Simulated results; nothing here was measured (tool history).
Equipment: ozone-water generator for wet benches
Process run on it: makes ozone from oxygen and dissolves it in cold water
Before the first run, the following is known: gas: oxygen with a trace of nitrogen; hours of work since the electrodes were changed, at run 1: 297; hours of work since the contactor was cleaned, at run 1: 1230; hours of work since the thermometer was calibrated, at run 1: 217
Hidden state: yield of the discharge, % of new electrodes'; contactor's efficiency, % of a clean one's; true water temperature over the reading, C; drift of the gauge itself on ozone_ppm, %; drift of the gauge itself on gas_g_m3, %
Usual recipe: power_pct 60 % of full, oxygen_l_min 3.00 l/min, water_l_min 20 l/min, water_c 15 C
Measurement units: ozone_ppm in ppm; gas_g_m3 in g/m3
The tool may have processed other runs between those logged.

| run | hour | power_pct | oxygen_l_min | water_l_min | water_c | hours of work since the electrodes were changed | hours of work since the contactor was cleaned | hours of work since the thermometer was calibrated | ozone_ppm | gas_g_m3 |
|---|---|---|---|---|---|---|---|---|---|---|
| 1 | 0.0 | 60 | 3.00 | 20 | 15 | 297 | 1230 | 217 | 12.70 | 171.6 |
| 2 | 101.3 | 60 | 2.26 | 20 | 15 | 382 | 1314 | 301 | 12.24 | 203.2 |
| 3 | 158.8 | 60 | 3.44 | 20 | 15 | 429 | 1362 | 349 | 12.87 | 157.6 |
| 4 | 218.7 | 60 | 3.44 | 20 | 15 | 479 | 1411 | 398 | 12.75 | 157.7 |
| 5 | 272.4 | 60 | 2.09 | 20 | 15 | 524 | 1456 | 443 | 12.16 | 213.0 |
| 6 | 364.4 | 60 | 2.09 | 20 | 15 | 600 | 1532 | 520 | 12.14 | 213.1 |
| 7 | 444.4 | 53 | 3.00 | 20 | 15 | 667 | 1599 | 586 | 11.83 | 161.6 |
| 8 | 499.7 | 60 | 3.00 | 20 | 8 | 712 | 1645 | 632 | 13.52 | 171.5 |
| 9 | 613.7 | 60 | 3.00 | 20 | 8 | 807 | 1739 | 727 | 13.40 | 171.7 |
| 10 | 680.5 | 51 | 3.00 | 20 | 8 | 863 | 1795 | 782 | 12.27 | 155.1 |
| 11 | 736.4 | 51 | 3.00 | 20 | 8 | 909 | 1841 | 829 | 12.30 | 156.2 |
| 12 | 820.2 | 51 | 3.00 | 20 | 8 | 979 | 1911 | 898 | 12.09 | 156.9 |
| 13 | 917.5 | 41 | 3.00 | 20 | 15 | 1059 | 1992 | 979 | 10.18 | 138.5 |
| 14 | 1020.3 | 41 | 3.00 | 20 | 15 | 1145 | 2077 | 1064 | 10.26 | 137.9 |
|  | 1073.6 | contactor cleaned |
| 15 | 1073.6 | 60 | 3.00 | 13 | 15 | 1186 | 0 | 1105 | 18.59 | 171.9 |
| 16 | 1171.0 | 60 | 3.00 | 22 | 15 | 1267 | 81 | 1186 | 11.37 | 171.5 |
| 17 | 1227.0 | 60 | 3.00 | 22 | 15 | 1313 | 127 | 1233 | 11.35 | 170.3 |
| 18 | 1283.1 | 60 | 3.00 | 22 | 15 | 1360 | 174 | 1279 | 11.46 | 171.6 |
| 19 | 1394.3 | 66 | 2.96 | 20 | 18 | 1452 | 266 | 1372 | 12.70 | 182.8 |
| 20 | 1466.2 | 66 | 2.96 | 20 | 18 | 1512 | 326 | 1431 | 12.70 | 182.8 |
| 21 | 1540.7 | 66 | 2.96 | 22 | 18 | 1574 | 388 | 1493 | 11.39 | 182.8 |
| 22 | 1631.1 | 60 | 3.00 | 23 | 8 | 1649 | 463 | 1568 | 11.40 | 170.9 |

The next listed run, before its measurement:
| 23 | 1747.3 | 60 | 3.00 | 23 | 8 | 1745 | 560 | 1665 | ? | ? |

ozone_ppm: 11.38 ppm
gas_g_m3: 171.7 g/m3
With the hidden condition absent and the run-to-run variation left alone, this run would have shown ozone_ppm 11.74 ppm, gas_g_m3 171.8 g/m3.
